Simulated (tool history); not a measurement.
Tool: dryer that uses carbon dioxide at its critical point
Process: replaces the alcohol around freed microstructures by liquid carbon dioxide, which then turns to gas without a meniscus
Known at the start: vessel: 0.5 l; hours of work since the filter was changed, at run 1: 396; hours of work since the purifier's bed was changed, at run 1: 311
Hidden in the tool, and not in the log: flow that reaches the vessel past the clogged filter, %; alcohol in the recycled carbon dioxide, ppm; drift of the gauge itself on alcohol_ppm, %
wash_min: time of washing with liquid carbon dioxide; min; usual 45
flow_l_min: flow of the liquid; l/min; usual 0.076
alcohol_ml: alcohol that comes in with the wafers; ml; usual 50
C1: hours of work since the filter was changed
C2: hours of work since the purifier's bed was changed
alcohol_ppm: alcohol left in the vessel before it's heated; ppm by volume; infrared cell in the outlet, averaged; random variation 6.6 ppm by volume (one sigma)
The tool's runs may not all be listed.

{"run": 1, "hour": 0.0, "wash_min": 45, "flow_l_min": 0.076, "alcohol_ml": 50, "C1": 396, "C2": 311, "alcohol_ppm": 418}
{"run": 2, "hour": 43.1, "wash_min": 45, "flow_l_min": 0.076, "alcohol_ml": 50, "C1": 424, "C2": 339, "alcohol_ppm": 421}
{"run": 3, "hour": 87.5, "wash_min": 45, "flow_l_min": 0.076, "alcohol_ml": 50, "C1": 452, "C2": 367, "alcohol_ppm": 421}
{"run": 4, "hour": 134.8, "wash_min": 27, "flow_l_min": 0.076, "alcohol_ml": 50, "C1": 483, "C2": 398, "alcohol_ppm": 3644}
{"run": 5, "hour": 180.5, "wash_min": 27, "flow_l_min": 0.076, "alcohol_ml": 50, "C1": 513, "C2": 428, "alcohol_ppm": 3734}
{"run": 6, "hour": 218.9, "wash_min": 27, "flow_l_min": 0.076, "alcohol_ml": 50, "C1": 537, "C2": 452, "alcohol_ppm": 3802}
{"run": 7, "hour": 245.5, "wash_min": 27, "flow_l_min": 0.076, "alcohol_ml": 50, "C1": 555, "C2": 470, "alcohol_ppm": 3809}
{"run": 8, "hour": 279.1, "wash_min": 27, "flow_l_min": 0.076, "alcohol_ml": 50, "C1": 576, "C2": 491, "alcohol_ppm": 3834}
{"hour": 309.0, "done": "inlet filter changed"}
{"run": 9, "hour": 317.2, "wash_min": 28, "flow_l_min": 0.076, "alcohol_ml": 50, "C1": 5, "C2": 515, "alcohol_ppm": 2712}
{"run": 10, "hour": 338.8, "wash_min": 28, "flow_l_min": 0.076, "alcohol_ml": 50, "C1": 19, "C2": 529, "alcohol_ppm": 2721}
{"run": 11, "hour": 376.5, "wash_min": 28, "flow_l_min": 0.076, "alcohol_ml": 50, "C1": 44, "C2": 553, "alcohol_ppm": 2736}
{"run": 12, "hour": 424.0, "wash_min": 28, "flow_l_min": 0.076, "alcohol_ml": 50, "C1": 74, "C2": 584, "alcohol_ppm": 2819}
{"run": 13, "hour": 458.6, "wash_min": 28, "flow_l_min": 0.076, "alcohol_ml": 50, "C1": 97, "C2": 607, "alcohol_ppm": 2815}
{"run": 14, "hour": 503.7, "wash_min": 28, "flow_l_min": 0.0752, "alcohol_ml": 50, "C1": 126, "C2": 636, "alcohol_ppm": 2916}
{"run": 15, "hour": 537.1, "wash_min": 28, "flow_l_min": 0.0752, "alcohol_ml": 50, "C1": 147, "C2": 657, "alcohol_ppm": 2949}
{"run": 16, "hour": 570.2, "wash_min": 28, "flow_l_min": 0.0752, "alcohol_ml": 50, "C1": 169, "C2": 679, "alcohol_ppm": 3048}
{"run": 17, "hour": 619.3, "wash_min": 28, "flow_l_min": 0.0752, "alcohol_ml": 50, "C1": 200, "C2": 710, "alcohol_ppm": 3076}
{"run": 18, "hour": 657.4, "wash_min": 45, "flow_l_min": 0.076, "alcohol_ml": 50, "C1": 225, "C2": 735, "alcohol_ppm": 384}
{"run": 19, "hour": 678.8, "wash_min": 45, "flow_l_min": 0.076, "alcohol_ml": 50, "C1": 239, "C2": 749, "alcohol_ppm": 378}
{"run": 20, "hour": 702.2, "wash_min": 45, "flow_l_min": 0.076, "alcohol_ml": 25, "C1": 254, "C2": 764, "alcohol_ppm": 225}
{"run": 21, "hour": 748.6, "wash_min": 45, "flow_l_min": 0.076, "alcohol_ml": 25, "C1": 284, "C2": 794, "alcohol_ppm": 223}
{"run": 22, "hour": 781.0, "wash_min": 45, "flow_l_min": 0.076, "alcohol_ml": 50, "C1": 305, "C2": 815, "alcohol_ppm": 419}
{"run": 23, "hour": 802.5, "wash_min": 45, "flow_l_min": 0.076, "alcohol_ml": 103, "C1": 319, "C2": 829, "alcohol_ppm": 784}

Forecast run 24:
{"run": 24, "hour": 849.5, "wash_min": 45, "flow_l_min": 0.076, "alcohol_ml": 103, "C1": 349, "C2": 859, "alcohol_ppm": "?"}

{"run 24": {"alcohol_ppm": 796}}
Without the tool's hidden state the same run would have given alcohol_ppm 578 ppm by volume.

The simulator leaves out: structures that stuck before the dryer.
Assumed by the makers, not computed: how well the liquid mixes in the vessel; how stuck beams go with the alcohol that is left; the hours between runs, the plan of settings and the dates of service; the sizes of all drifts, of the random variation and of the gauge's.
